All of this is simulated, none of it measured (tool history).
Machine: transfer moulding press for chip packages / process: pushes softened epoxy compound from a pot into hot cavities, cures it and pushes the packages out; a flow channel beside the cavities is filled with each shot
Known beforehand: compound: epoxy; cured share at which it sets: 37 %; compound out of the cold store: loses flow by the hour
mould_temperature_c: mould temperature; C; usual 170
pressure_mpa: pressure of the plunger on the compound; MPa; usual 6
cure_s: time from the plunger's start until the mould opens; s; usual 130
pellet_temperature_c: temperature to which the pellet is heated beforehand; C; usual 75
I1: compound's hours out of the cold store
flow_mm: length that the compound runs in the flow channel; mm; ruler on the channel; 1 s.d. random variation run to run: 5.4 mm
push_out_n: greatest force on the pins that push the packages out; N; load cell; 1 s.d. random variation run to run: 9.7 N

Run 1, day 0: usual settings; I1 36.5. Result: flow_mm 741 mm, push_out_n 466 N.
Run 2, day 0.675: usual settings; I1 39.9. Result: flow_mm 725 mm, push_out_n 444 N.
Run 3, day 1.225: usual settings; I1 40.2. Result: flow_mm 721 mm, push_out_n 457 N.
Run 4, day 1.788: usual settings but pressure_mpa 6.4 MPa; I1 33.9. Result: flow_mm 762 mm, push_out_n 445 N.
Run 5, day 2.375: usual settings but pressure_mpa 6.4 MPa; I1 46.4. Result: flow_mm 724 mm, push_out_n 451 N.
Run 6, day 2.892: usual settings but pressure_mpa 6.4 MPa; I1 43.5. Result: flow_mm 736 mm, push_out_n 454 N.
Run 7, day 3.333: usual settings; I1 43.5. Result: flow_mm 711 mm, push_out_n 445 N.
Run 8, day 3.733: usual settings; I1 13.9. Result: flow_mm 842 mm, push_out_n 439 N.
Run 9, day 4.154: usual settings; I1 14.2. Result: flow_mm 835 mm, push_out_n 429 N.
Run 10, day 4.629: usual settings but pellet_temperature_c 83 C; I1 15.3. Result: flow_mm 832 mm, push_out_n 449 N.
Run 11, day 5.221: usual settings but pellet_temperature_c 83 C; I1 16.3. Result: flow_mm 817 mm, push_out_n 461 N.
Run 12, day 5.542: usual settings; I1 30.8. Result: flow_mm 757 mm, push_out_n 432 N.
Run 13, day 6.004: usual settings; I1 36.1. Result: flow_mm 745 mm, push_out_n 434 N.
Run 14, day 6.333: usual settings; I1 25.1. Result: flow_mm 789 mm, push_out_n 445 N.
Run 15, day 6.688: usual settings but pressure_mpa 5.31 MPa; I1 36.1. Result: flow_mm 693 mm, push_out_n 454 N.
Run 16, day 7.058: usual settings but pressure_mpa 5.31 MPa; I1 26.7. Result: flow_mm 741 mm, push_out_n 454 N.
Run 17, day 7.429: usual settings but pressure_mpa 5.31 MPa; I1 22.8. Result: flow_mm 748 mm, push_out_n 457 N.
Run 18, day 8.108: usual settings but pellet_temperature_c 77 C; I1 42. Result: flow_mm 720 mm, push_out_n 437 N.
Run 19, day 8.471: usual settings but pellet_temperature_c 77 C; I1 18.7. Result: flow_mm 807 mm, push_out_n 470 N.
Run 20, day 9.046: usual settings but mould_temperature_c 162 C, pressure_mpa 7.02 MPa, pellet_temperature_c 82 C; I1 41.5. Result: flow_mm 807 mm, push_out_n 587 N.
Run 21, day 9.708: usual settings but mould_temperature_c 162 C, pressure_mpa 7.02 MPa, pellet_temperature_c 82 C; I1 37.1. Result: flow_mm 835 mm, push_out_n 579 N.
Run 22, day 10.383: usual settings but mould_temperature_c 167 C, pellet_temperature_c 74 C; I1 32.4. Result: flow_mm 759 mm, push_out_n 499 N.
Run 23, day 10.962: usual settings but cure_s 112 s, pellet_temperature_c 72 C; I1 41.9. Result: flow_mm 711 mm, push_out_n 483 N.
Run 24, day 11.679: usual settings but mould_temperature_c 165 C, pellet_temperature_c 65 C; I1 43.6. Result: flow_mm 727 mm, push_out_n 491 N.
Run 25, day 12.096: usual settings but cure_s 139 s, pellet_temperature_c 66 C; I1 21.2. Result: flow_mm 789 mm, push_out_n 421 N.
Run 26, day 12.65: usual settings but pressure_mpa 5.05 MPa, cure_s 139 s, pellet_temperature_c 66 C; I1 44.7. Result: flow_mm 643 mm, push_out_n 439 N.
Run 27, day 13.233: usual settings but pressure_mpa 5.05 MPa, cure_s 139 s, pellet_temperature_c 66 C; I1 38.7. Result: flow_mm 673 mm, push_out_n 445 N.
Run 28, day 13.679: usual settings but pressure_mpa 5.05 MPa, cure_s 128 s, pellet_temperature_c 71 C; I1 43. Result: flow_mm 646 mm, push_out_n 459 N.

The log once held 2 entries between its listed runs, left out of this copy. Where does each go, and what is different about the tool's unlogged condition between the listed run before it and the listed run after it?
Run 6 -> run 7: cavities cleaned with cleaning compound and waxed (day 3.212)
  grip of the stained cavities, % over clean ones': 0.7 -> 0.1
Run 19 -> run 20: cavities cleaned with cleaning compound and waxed (day 8.908)
  pressure that reaches the compound, % of what is set: 99.95 -> 99.94; grip of the stained cavities, % over clean ones': 0.7 -> 0.1
